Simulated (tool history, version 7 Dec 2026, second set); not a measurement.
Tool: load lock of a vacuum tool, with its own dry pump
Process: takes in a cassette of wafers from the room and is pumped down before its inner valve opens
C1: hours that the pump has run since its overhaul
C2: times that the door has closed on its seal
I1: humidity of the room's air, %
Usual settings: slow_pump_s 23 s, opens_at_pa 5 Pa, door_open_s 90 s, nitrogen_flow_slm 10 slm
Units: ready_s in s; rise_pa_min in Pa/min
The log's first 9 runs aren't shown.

Run 10, hour 1576.3: usual settings; C1 2493; C2 11979; I1 45.4. Result: ready_s 43.2 s, rise_pa_min 0.116 Pa/min.
Run 11, hour 1704.4: usual settings; C1 2621; C2 12466; I1 42.3. Result: ready_s 43.3 s, rise_pa_min 0.115 Pa/min.
Run 12, hour 1941.3: usual settings; C1 2858; C2 13366; I1 47.7. Result: ready_s 43.4 s, rise_pa_min 0.121 Pa/min.
Run 13, hour 2050.2: usual settings; C1 2967; C2 13780; I1 41.9. Result: ready_s 43.5 s, rise_pa_min 0.116 Pa/min.
Run 14, hour 2154.9: usual settings but slow_pump_s 15 s; C1 3072; C2 14177; I1 48.0. Result: ready_s 37.2 s, rise_pa_min 0.123 Pa/min.
Run 15, hour 2270.0: usual settings but slow_pump_s 33 s; C1 3187; C2 14615; I1 41.9. Result: ready_s 51.4 s, rise_pa_min 0.112 Pa/min.
Run 16, hour 2499.9: usual settings but slow_pump_s 33 s; C1 3417; C2 15488; I1 42.4. Result: ready_s 51.4 s, rise_pa_min 0.120 Pa/min.
Run 17, hour 2746.9: usual settings but door_open_s 51 s, nitrogen_flow_slm 12 slm; C1 3664; C2 16426; I1 42.8. Result: ready_s 43.7 s, rise_pa_min 0.102 Pa/min.
Run 18, hour 2961.1: usual settings but slow_pump_s 18 s, opens_at_pa 9 Pa, door_open_s 103 s, nitrogen_flow_slm 25 slm; C1 3878; C2 17240; I1 46.8. Result: ready_s 38.0 s, rise_pa_min 0.115 Pa/min.
Run 19, hour 3105.9: usual settings; C1 4023; C2 17790; I1 46.8. Result: ready_s 43.5 s, rise_pa_min 0.141 Pa/min.
Run 20, hour 3329.8: usual settings but slow_pump_s 34 s; C1 4247; C2 18640; I1 41.1. Result: ready_s 52.7 s, rise_pa_min 0.125 Pa/min.
Run 21, hour 3516.5: usual settings but slow_pump_s 34 s; C1 4434; C2 19349; I1 43.5. Result: ready_s 52.9 s, rise_pa_min 0.142 Pa/min.
Run 22, hour 3687.4: usual settings but opens_at_pa 7 Pa; C1 4604; C2 19999; I1 44.6. Result: ready_s 42.9 s, rise_pa_min 0.139 Pa/min.
Run 23, hour 3918.6: usual settings but opens_at_pa 7 Pa; C1 4836; C2 20877; I1 46.8. Result: ready_s 43.2 s, rise_pa_min 0.143 Pa/min.
Run 24, hour 4034.1: usual settings but opens_at_pa 7 Pa; C1 4951; C2 21315; I1 45.5. Result: ready_s 42.7 s, rise_pa_min 0.139 Pa/min.
Run 25, hour 4182.9: usual settings but opens_at_pa 7 Pa; C1 5100; C2 21881; I1 46.8. Result: ready_s 43.1 s, rise_pa_min 0.150 Pa/min.
Run 26, hour 4377.1: usual settings but slow_pump_s 42 s, opens_at_pa 7 Pa, door_open_s 110 s; C1 5294; C2 22618; I1 42.5. Result: ready_s 58.4 s, rise_pa_min 0.153 Pa/min.
Run 27, hour 4559.2: usual settings but slow_pump_s 32 s, opens_at_pa 7 Pa, door_open_s 110 s, nitrogen_flow_slm 23 slm; C1 5476; C2 23310; I1 47.2. Result: ready_s 50.2 s, rise_pa_min 0.139 Pa/min.
Run 28, hour 4733.9: usual settings but door_open_s 44 s, nitrogen_flow_slm 18 slm; C1 5651; C2 23974; I1 46.5. Result: ready_s 44.0 s, rise_pa_min 0.122 Pa/min.
Run 29, hour 4848.1: usual settings but slow_pump_s 18 s, nitrogen_flow_slm 7 slm; C1 5765; C2 24408; I1 44.7. Result: ready_s 40.1 s, rise_pa_min 0.157 Pa/min.
Run 30, hour 5091.2: usual settings but slow_pump_s 38 s, opens_at_pa 9 Pa, nitrogen_flow_slm 15 slm; C1 6008; C2 25331; I1 46.9. Result: ready_s 54.6 s, rise_pa_min 0.152 Pa/min.

4 ways to go on from here, each from the tool as it stands after run 30. What would each give?
Run A, hour 5238.8: usual settings but slow_pump_s 35 s, door_open_s 48 s; C1 6156; C2 25892; I1 44.8. Result: ready_s ?, rise_pa_min ?.
Run B, hour 5238.8: usual settings but slow_pump_s 38 s, opens_at_pa 9 Pa, door_open_s 105 s, nitrogen_flow_slm 15 slm; C1 6156; C2 25892; I1 43.3. Result: ready_s ?, rise_pa_min ?.
Run C, hour 5238.8: usual settings but slow_pump_s 25 s, door_open_s 40 s, nitrogen_flow_slm 20 slm; C1 6156; C2 25892; I1 44.9. Result: ready_s ?, rise_pa_min ?.
Run D, hour 5238.8: usual settings but slow_pump_s 38 s, opens_at_pa 8 Pa, door_open_s 43 s, nitrogen_flow_slm 17 slm; C1 6156; C2 25892; I1 47.2. Result: ready_s ?, rise_pa_min ?.

run  ready_s  rise_pa_min
  A     53.8        0.134
  B     54.6        0.147
  C     45.6        0.117
  D     54.8        0.124
Without the tool's hidden state the same runs would have given:
run  ready_s  rise_pa_min
  A     52.5        0.067
  B     53.5        0.081
  C     44.2        0.049
  D     53.7        0.058

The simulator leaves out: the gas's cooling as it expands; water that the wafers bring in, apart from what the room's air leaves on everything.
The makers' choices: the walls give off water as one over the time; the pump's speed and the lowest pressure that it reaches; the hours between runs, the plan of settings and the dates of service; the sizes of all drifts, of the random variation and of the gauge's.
